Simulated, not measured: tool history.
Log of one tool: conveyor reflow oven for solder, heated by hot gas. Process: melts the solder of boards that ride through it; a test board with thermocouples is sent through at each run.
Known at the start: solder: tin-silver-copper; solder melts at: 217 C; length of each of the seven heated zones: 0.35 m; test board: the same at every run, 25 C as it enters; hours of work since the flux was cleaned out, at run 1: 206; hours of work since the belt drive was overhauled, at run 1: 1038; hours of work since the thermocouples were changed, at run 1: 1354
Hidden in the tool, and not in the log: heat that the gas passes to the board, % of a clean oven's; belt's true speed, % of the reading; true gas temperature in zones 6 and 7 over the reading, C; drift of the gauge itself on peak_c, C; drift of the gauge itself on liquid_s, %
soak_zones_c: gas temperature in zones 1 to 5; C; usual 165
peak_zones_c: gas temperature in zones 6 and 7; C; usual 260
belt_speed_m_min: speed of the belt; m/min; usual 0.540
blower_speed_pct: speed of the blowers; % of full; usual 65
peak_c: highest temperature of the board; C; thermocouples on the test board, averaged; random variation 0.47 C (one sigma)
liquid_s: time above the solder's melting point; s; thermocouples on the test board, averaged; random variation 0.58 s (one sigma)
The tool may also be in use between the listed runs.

run	hour	soak_zones_c	peak_zones_c	belt_speed_m_min	blower_speed_pct	hours of work since the flux was cleaned out	hours of work since the belt drive was overhauled	hours of work since the thermocouples were changed	peak_c	liquid_s
1	0.0	165	260	0.540	65	206	1038	1354	239.9	46.2
2	51.6	165	264	0.540	65	231	1062	1379	242.8	49.2
# hour 58.3: thermocouples of zones 6 and 7 changed
3	85.0	165	260	0.523	65	246	1078	13	245.8	51.4
# hour 117.7: flux residue cleaned out of gas plates and filters
4	136.7	165	260	0.523	65	9	1100	35	246.5	54.3
5	171.5	165	260	0.540	65	26	1117	52	245.2	51.5
6	202.2	165	260	0.540	65	41	1131	67	245.8	52.1
7	259.4	165	260	0.540	65	68	1159	94	244.2	50.5
8	287.1	165	260	0.540	65	81	1172	108	245.0	50.2
9	335.8	165	273	0.540	65	105	1196	131	255.6	60.0
10	390.9	165	260	0.540	65	131	1222	157	244.0	49.8
11	423.2	165	260	0.540	65	147	1238	173	243.5	49.5
12	470.3	165	260	0.540	65	169	1260	196	243.7	49.9
13	510.1	165	260	0.540	65	189	1279	215	243.7	49.4
14	567.5	165	260	0.540	65	216	1307	242	242.8	48.0
15	611.7	165	260	0.540	65	237	1328	263	242.8	48.9

Forecast run 16:
16	639.9	165	260	0.435	64	251	1342	277	?	?

{"run 16": {"peak_c": 248.0, "liquid_s": 70.1}}
Without the tool's hidden state the same run would have given peak_c 250.0 C, liquid_s 70.4 s.

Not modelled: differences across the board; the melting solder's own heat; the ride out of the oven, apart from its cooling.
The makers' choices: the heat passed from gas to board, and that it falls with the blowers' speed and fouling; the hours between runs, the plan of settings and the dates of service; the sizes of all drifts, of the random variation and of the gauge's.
